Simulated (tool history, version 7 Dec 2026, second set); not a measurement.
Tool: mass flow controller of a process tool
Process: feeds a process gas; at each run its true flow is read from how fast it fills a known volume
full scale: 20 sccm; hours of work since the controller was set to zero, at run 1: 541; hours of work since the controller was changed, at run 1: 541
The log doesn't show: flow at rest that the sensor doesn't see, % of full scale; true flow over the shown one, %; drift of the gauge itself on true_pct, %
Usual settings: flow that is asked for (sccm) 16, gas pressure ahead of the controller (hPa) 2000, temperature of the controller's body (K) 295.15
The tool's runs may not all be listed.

run,hour,flow that is asked for (sccm),gas pressure ahead of the controller (hPa),temperature of the controller's body (K),hours of work since the controller was set to zero,hours of work since the controller was changed,true flow (%)
1,0,16,2000,295.15,541,541,99.83
2,458.1,16,2460,295.15,763,763,100.19
3,817.9,16,2460,295.15,936,936,100.12
4,1142.1,16,2000,295.15,1093,1093,99.82
5,1364.6,16,2000,295.15,1201,1201,99.92
6,1689.2,16,2000,295.15,1357,1357,99.87
7,1891.7,16,1420,295.15,1455,1455,99.57
8,2227.3,16,2000,301.15,1617,1617,99.33
9,2674,16,2000,304.15,1833,1833,99
10,3028.9,16,2000,304.15,2005,2005,99.11
11,3361.7,16,2000,304.15,2166,2166,99.05
12,3734.7,16,2000,304.15,2346,2346,99.09
13,4173.2,16,2000,304.15,2558,2558,99.06
14,4365.9,16,2000,304.15,2651,2651,99.11
15,4795.7,8,2000,295.15,2859,2859,100.17
16,5200.1,16,2000,311.15,3054,3054,98.45
17,5611.8,16,2000,311.15,3253,3253,98.35
18,6054,16,2000,295.15,3467,3467,100.06
19,6470.3,16,2000,295.15,3668,3668,100.1
20,6658.7,16,1620,295.15,3759,3759,99.85
21,6996.5,16,1620,295.15,3922,3922,99.91
22,7392.3,14,1460,303.15,4113,4113,99.05
23,7679.6,16,1930,295.15,4252,4252,100.04
24,7927.6,5,2580,301.15,4372,4372,101.34
25,8134.4,6,2490,297.15,4472,4472,101.22
26,8433.7,15,1440,298.15,4617,4617,99.58
27,8728.2,16,1660,298.15,4759,4759,99.66
28,8968,16,1660,298.15,4875,4875,99.7
29,9289.7,6,1660,301.15,5030,5030,100.64
30,9720.1,3,1640,294.15,5238,5238,104.31
31,9991.4,3,2000,295.15,5369,5369,104.67
32,10444.7,3,2000,295.15,5588,5588,104.84
33,10642.1,3,2000,295.15,5684,5684,104.86
34,11078.9,3,2000,295.15,5895,5895,105.08
35,11467.6,3,1510,306.15,6083,6083,103.83
36,11892,19,2660,310.15,6288,6288,99.14
37,12163.3,19,2660,310.15,6419,6419,99.09
38,12354.5,8,2000,304.15,6511,6511,100.28
39,12601.2,8,2000,304.15,6631,6631,100.37
40,12929.2,7,2000,293.15,6789,6789,101.92
# hour 13154: controller's zero set anew
41,13158.7,6,2000,295.15,2,6900,98.27
42,13424.9,3,1480,293.15,131,7028,98.19

Hidden state at the last listed run before each entry between runs and at the first one after, where it differs:
Between runs 40 and 41: controller's zero set anew (hour 13154)
  flow at rest that the sensor doesn't see, % of full scale: 1.182 -> 0.014; true flow over the shown one, %: -1.23 -> -1.25
  measured less the result without the state, true flow (%): +2.15 -> -1.2

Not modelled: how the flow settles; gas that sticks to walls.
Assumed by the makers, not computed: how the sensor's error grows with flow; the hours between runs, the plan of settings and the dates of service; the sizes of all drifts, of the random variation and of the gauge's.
